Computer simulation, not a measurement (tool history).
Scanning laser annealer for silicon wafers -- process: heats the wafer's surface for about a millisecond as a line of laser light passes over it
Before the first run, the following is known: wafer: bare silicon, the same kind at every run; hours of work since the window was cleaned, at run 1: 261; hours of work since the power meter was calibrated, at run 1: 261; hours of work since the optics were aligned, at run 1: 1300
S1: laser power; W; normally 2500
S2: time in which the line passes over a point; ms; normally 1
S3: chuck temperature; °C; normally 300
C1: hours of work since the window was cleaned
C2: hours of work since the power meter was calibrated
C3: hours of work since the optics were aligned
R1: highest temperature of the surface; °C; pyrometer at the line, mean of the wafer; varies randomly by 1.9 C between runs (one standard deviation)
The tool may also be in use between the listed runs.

run	hour	S1	S2	S3	C1	C2	C3	R1
1	0	2500	1	300	261	261	1300	1088
2	46.9	2424	1	300	282	282	1321	1056
3	86.9	2500	1	300	300	300	1338	1084
4	114.6	2500	1	300	312	312	1351	1088
5	156.1	2500	1	300	330	330	1369	1079
6	202.1	2500	1	300	351	351	1389	1079
# hour 234.4: window over the wafer cleaned
7	238.5	2500	1	300	2	366	1405	1115
8	263.7	2500	1	300	13	377	1416	1110
9	308.5	2500	1	300	33	397	1436	1111
10	337.8	2500	1	300	46	410	1449	1108
11	382.6	2500	1	312	66	430	1469	1116
12	407.1	2473	1	312	77	441	1480	1107
13	432.9	2473	1	312	88	452	1491	1101
14	459.4	2500	1.14	300	100	464	1503	1152
15	480.1	2500	1.14	300	109	473	1512	1155
16	521.2	2500	1.14	300	127	492	1530	1153
17	552.1	2500	1.14	300	141	505	1544	1153
18	580.4	2204	1	300	154	518	1557	979
19	609.7	2204	1	300	167	531	1570	974
20	630.9	2204	1	300	176	540	1579	972
21	653.1	2160	0.88	277	186	550	1589	891
22	688.7	2676	0.87	330	202	566	1605	1138
23	714.4	2676	0.87	330	213	577	1616	1136
24	760.7	2594	0.93	300	234	598	1637	1099
# hour 790.1: optics aligned, line set to its width
25	792	2594	0.93	300	245	610	1	1116
26	839.4	2594	0.93	300	266	631	22	1113
27	877.6	2594	1.18	300	283	648	39	1210
28	920.5	2594	1.18	300	302	667	58	1209
29	963.5	2594	1.18	300	322	686	77	1208
30	988.7	2372	0.94	326	333	697	88	1045
31	1014	2335	1	295	344	708	99	1018
32	1055.3	2463	1	333	362	727	118	1106
# hour 1060.4: window over the wafer cleaned
33	1104.9	2463	1	333	20	748	139	1138
34	1155.5	2463	1	333	42	770	161	1139
35	1191	2605	0.74	321	58	786	177	1066
36	1215.9	2605	0.74	321	69	797	188	1064
37	1250.6	2605	0.74	321	84	812	204	1061

Here are 5 independent what-if runs from the current tool condition. What would each one return?
A	1278.2	2605	0.74	301	97	825	216	?
B	1278.2	2515	1	300	97	825	216	?
C	1278.2	2500	0.79	326	97	825	216	?
D	1278.2	2500	1	331	97	825	216	?
E	1278.2	2705	0.73	298	97	825	216	?

run	R1
A	1038
B	1121
C	1051
D	1146
E	1071
Take away the tool's hidden state, keep each run's random variation, and the runs would have read:
run	R1
A	1053
B	1138
C	1066
D	1163
E	1087
